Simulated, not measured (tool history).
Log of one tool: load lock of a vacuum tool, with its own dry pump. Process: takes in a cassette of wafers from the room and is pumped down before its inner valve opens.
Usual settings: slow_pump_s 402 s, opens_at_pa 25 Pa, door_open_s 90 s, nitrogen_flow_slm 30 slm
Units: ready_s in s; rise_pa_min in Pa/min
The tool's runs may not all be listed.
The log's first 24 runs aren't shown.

run	day	slow_pump_s	opens_at_pa	door_open_s	nitrogen_flow_slm	incoming humidity of the room's air, %	ready_s	rise_pa_min
25	232.596	203	31	72	41	45.7	356.2	0.019
26	242.300	402	22	90	30	44.8	540.0	0.017
27	250.667	762	49	90	30	42.5	831.7	0.025
28	261.942	366	20	126	25	46.4	510.5	0.034
29	271.762	402	33	90	8	48.9	529.7	0.052
30	280.746	402	33	90	8	45.8	532.2	0.046
# day 291.250: door's seal changed, seat wiped
31	292.788	402	33	90	8	43.0	530.2	0.048
32	302.062	295	25	90	30	45.8	440.8	0.027
33	315.388	402	20	82	39	45.1	540.3	0.015
34	322.750	402	21	90	30	46.1	544.2	0.026
35	330.871	223	25	90	24	42.8	379.0	0.026
36	343.888	223	25	90	24	44.6	376.7	0.025

The next listed run, before its measurement:
37	354.946	305	25	144	7	42.5	?	?

{"run 37": {"ready_s": 452.5, "rise_pa_min": 0.059}}
Without the tool's hidden state the same run would have given ready_s 452.4 s, rise_pa_min 0.059 Pa/min.
